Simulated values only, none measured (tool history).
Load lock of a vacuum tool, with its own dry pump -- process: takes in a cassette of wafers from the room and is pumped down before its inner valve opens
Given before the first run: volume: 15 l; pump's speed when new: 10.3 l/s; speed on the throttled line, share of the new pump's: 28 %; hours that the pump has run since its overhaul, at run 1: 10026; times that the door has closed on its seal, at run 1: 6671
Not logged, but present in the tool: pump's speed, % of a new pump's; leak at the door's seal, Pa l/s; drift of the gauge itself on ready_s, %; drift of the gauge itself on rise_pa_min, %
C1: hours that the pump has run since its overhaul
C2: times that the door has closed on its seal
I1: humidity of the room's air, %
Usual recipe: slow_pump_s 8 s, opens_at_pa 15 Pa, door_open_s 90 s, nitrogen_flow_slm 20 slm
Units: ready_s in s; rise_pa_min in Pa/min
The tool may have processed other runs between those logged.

run 1 hour=0 | slow_pump_s=8 opens_at_pa=15 door_open_s=90 nitrogen_flow_slm=20 | C1=10026 C2=6671 | I1=46 | ready_s=20 rise_pa_min=0.04
run 2 hour=91.1 | slow_pump_s=8 opens_at_pa=15 door_open_s=90 nitrogen_flow_slm=20 | C1=10117 C2=6989 | I1=45 | ready_s=20.6 rise_pa_min=0.045
run 3 hour=192.2 | slow_pump_s=8 opens_at_pa=15 door_open_s=90 nitrogen_flow_slm=20 | C1=10218 C2=7341 | I1=42.4 | ready_s=21 rise_pa_min=0.043
run 4 hour=329 | slow_pump_s=8 opens_at_pa=15 door_open_s=90 nitrogen_flow_slm=20 | C1=10355 C2=7818 | I1=41.6 | ready_s=20.7 rise_pa_min=0.041
run 5 hour=423.9 | slow_pump_s=8 opens_at_pa=15 door_open_s=90 nitrogen_flow_slm=20 | C1=10450 C2=8150 | I1=47.5 | ready_s=19.9 rise_pa_min=0.052
run 6 hour=560.8 | slow_pump_s=10 opens_at_pa=15 door_open_s=90 nitrogen_flow_slm=20 | C1=10587 C2=8627 | I1=43.9 | ready_s=22.4 rise_pa_min=0.045
run 7 hour=681.7 | slow_pump_s=10 opens_at_pa=15 door_open_s=90 nitrogen_flow_slm=20 | C1=10708 C2=9049 | I1=45.6 | ready_s=22.2 rise_pa_min=0.05
run 8 hour=769.2 | slow_pump_s=10 opens_at_pa=15 door_open_s=90 nitrogen_flow_slm=20 | C1=10795 C2=9354 | I1=44.3 | ready_s=22.9 rise_pa_min=0.048
run 9 hour=920.2 | slow_pump_s=10 opens_at_pa=15 door_open_s=90 nitrogen_flow_slm=20 | C1=10946 C2=9880 | I1=46.7 | ready_s=22.1 rise_pa_min=0.054
run 10 hour=1006.2 | slow_pump_s=10 opens_at_pa=15 door_open_s=90 nitrogen_flow_slm=20 | C1=11032 C2=10180 | I1=44.6 | ready_s=22.4 rise_pa_min=0.055
run 11 hour=1102.4 | slow_pump_s=10 opens_at_pa=15 door_open_s=25 nitrogen_flow_slm=20 | C1=11129 C2=10516 | I1=44.3 | ready_s=22 rise_pa_min=0.036
run 12 hour=1249 | slow_pump_s=8 opens_at_pa=19 door_open_s=90 nitrogen_flow_slm=20 | C1=11275 C2=11027 | I1=41.4 | ready_s=20.6 rise_pa_min=0.053
run 13 hour=1395.4 | slow_pump_s=8 opens_at_pa=19 door_open_s=90 nitrogen_flow_slm=20 | C1=11422 C2=11538 | I1=45.3 | ready_s=21.2 rise_pa_min=0.051
run 14 hour=1466.1 | slow_pump_s=10 opens_at_pa=15 door_open_s=90 nitrogen_flow_slm=20 | C1=11492 C2=11784 | I1=45 | ready_s=22.5 rise_pa_min=0.055
run 15 hour=1564.6 | slow_pump_s=10 opens_at_pa=15 door_open_s=90 nitrogen_flow_slm=20 | C1=11591 C2=12128 | I1=47.9 | ready_s=22.6 rise_pa_min=0.058
run 16 hour=1678.4 | slow_pump_s=10 opens_at_pa=20 door_open_s=182 nitrogen_flow_slm=20 | C1=11705 C2=12525 | I1=45.8 | ready_s=21.6 rise_pa_min=0.068
run 17 hour=1758.4 | slow_pump_s=10 opens_at_pa=20 door_open_s=182 nitrogen_flow_slm=20 | C1=11785 C2=12804 | I1=46.5 | ready_s=22.5 rise_pa_min=0.064
run 18 hour=1853.8 | slow_pump_s=9 opens_at_pa=20 door_open_s=88 nitrogen_flow_slm=17 | C1=11880 C2=13136 | I1=44 | ready_s=21.4 rise_pa_min=0.054
run 19 hour=1988.5 | slow_pump_s=7 opens_at_pa=18 door_open_s=28 nitrogen_flow_slm=11 | C1=12015 C2=13606 | I1=42.5 | ready_s=20.3 rise_pa_min=0.053
run 20 hour=2093.6 | slow_pump_s=8 opens_at_pa=11 door_open_s=90 nitrogen_flow_slm=20 | C1=12120 C2=13973 | I1=46.3 | ready_s=22 rise_pa_min=0.056
run 21 hour=2199.8 | slow_pump_s=8 opens_at_pa=11 door_open_s=38 nitrogen_flow_slm=34 | C1=12226 C2=14343 | I1=45.5 | ready_s=22.4 rise_pa_min=0.048

Predict the results of run 22:
run 22 hour=2334.6 | slow_pump_s=14 opens_at_pa=18 door_open_s=38 nitrogen_flow_slm=34 | C1=12361 C2=14813 | I1=44.1 | ready_s=? rise_pa_min=?

ready_s: 25 s
rise_pa_min: 0.05 Pa/min
Minus the tool's unlogged condition, the same run would have read ready_s 22.7 s, rise_pa_min 0.026 Pa/min.

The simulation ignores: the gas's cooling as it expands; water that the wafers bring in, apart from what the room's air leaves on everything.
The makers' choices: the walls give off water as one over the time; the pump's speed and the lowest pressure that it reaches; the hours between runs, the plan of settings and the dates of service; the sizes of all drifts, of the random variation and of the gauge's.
